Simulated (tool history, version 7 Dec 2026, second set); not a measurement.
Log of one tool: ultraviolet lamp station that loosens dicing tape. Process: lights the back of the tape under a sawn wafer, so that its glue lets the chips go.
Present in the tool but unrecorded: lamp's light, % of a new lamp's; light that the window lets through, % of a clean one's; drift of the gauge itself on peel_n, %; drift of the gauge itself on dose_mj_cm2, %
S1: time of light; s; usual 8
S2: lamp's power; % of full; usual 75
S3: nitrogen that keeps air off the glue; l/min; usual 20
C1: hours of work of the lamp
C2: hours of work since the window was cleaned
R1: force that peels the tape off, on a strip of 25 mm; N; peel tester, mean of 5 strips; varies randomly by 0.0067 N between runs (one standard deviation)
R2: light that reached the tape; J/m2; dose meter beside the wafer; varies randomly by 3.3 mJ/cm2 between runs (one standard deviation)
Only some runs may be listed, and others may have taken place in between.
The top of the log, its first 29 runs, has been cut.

| run | day | S1 | S2 | S3 | C1 | C2 | R1 | R2 |
|---|---|---|---|---|---|---|---|---|
| 30 | 14.975 | 14 | 75 | 20 | 382 | 115 | 0.190 | 7770 |
| 31 | 15.700 | 12 | 75 | 33 | 393 | 126 | 0.180 | 6600 |
| 32 | 16.342 | 12 | 75 | 24 | 402 | 135 | 0.189 | 6580 |
| 33 | 17.000 | 12 | 67 | 15 | 411 | 145 | 0.220 | 5810 |
| 34 | 17.621 | 8 | 75 | 11 | 420 | 154 | 0.417 | 4260 |
| 35 | 18.325 | 15 | 90 | 27 | 431 | 164 | 0.174 | 9620 |
| 36 | 18.858 | 7 | 64 | 26 | 438 | 172 | 0.438 | 3130 |
| 37 | 19.362 | 8 | 75 | 7 | 446 | 179 | 0.551 | 4220 |
| 38 | 19.758 | 5 | 71 | 9 | 451 | 185 | 1.091 | 2490 |
| 39 | 20.083 | 8 | 62 | 7 | 456 | 189 | 0.792 | 3460 |
| 40 | 20.442 | 8 | 68 | 28 | 461 | 195 | 0.324 | 3770 |
| 41 | 21.008 | 8 | 68 | 28 | 469 | 203 | 0.323 | 3760 |
| 42 | 21.362 | 8 | 68 | 28 | 475 | 208 | 0.317 | 3750 |
| 43 | 21.754 | 8 | 82 | 10 | 480 | 214 | 0.395 | 4480 |

What if the next run were any one of these 4? Each begins from the tool's condition after run 43:
| A | 22.146 | 6 | 75 | 20 | 486 | 219 | ? | ? |
| B | 22.146 | 5 | 75 | 20 | 486 | 219 | ? | ? |
| C | 22.146 | 6 | 86 | 23 | 486 | 219 | ? | ? |
| D | 22.146 | 8 | 69 | 10 | 486 | 219 | ? | ? |

| run | R1 | R2 |
|---|---|---|
| A | 0.558 | 3060 |
| B | 0.736 | 2460 |
| C | 0.395 | 3530 |
| D | 0.548 | 3760 |
With the hidden condition removed and each run's random variation left untouched, the same runs would have given:
| run | R1 | R2 |
|---|---|---|
| A | 0.353 | 4010 |
| B | 0.461 | 3240 |
| C | 0.259 | 4620 |
| D | 0.342 | 4920 |

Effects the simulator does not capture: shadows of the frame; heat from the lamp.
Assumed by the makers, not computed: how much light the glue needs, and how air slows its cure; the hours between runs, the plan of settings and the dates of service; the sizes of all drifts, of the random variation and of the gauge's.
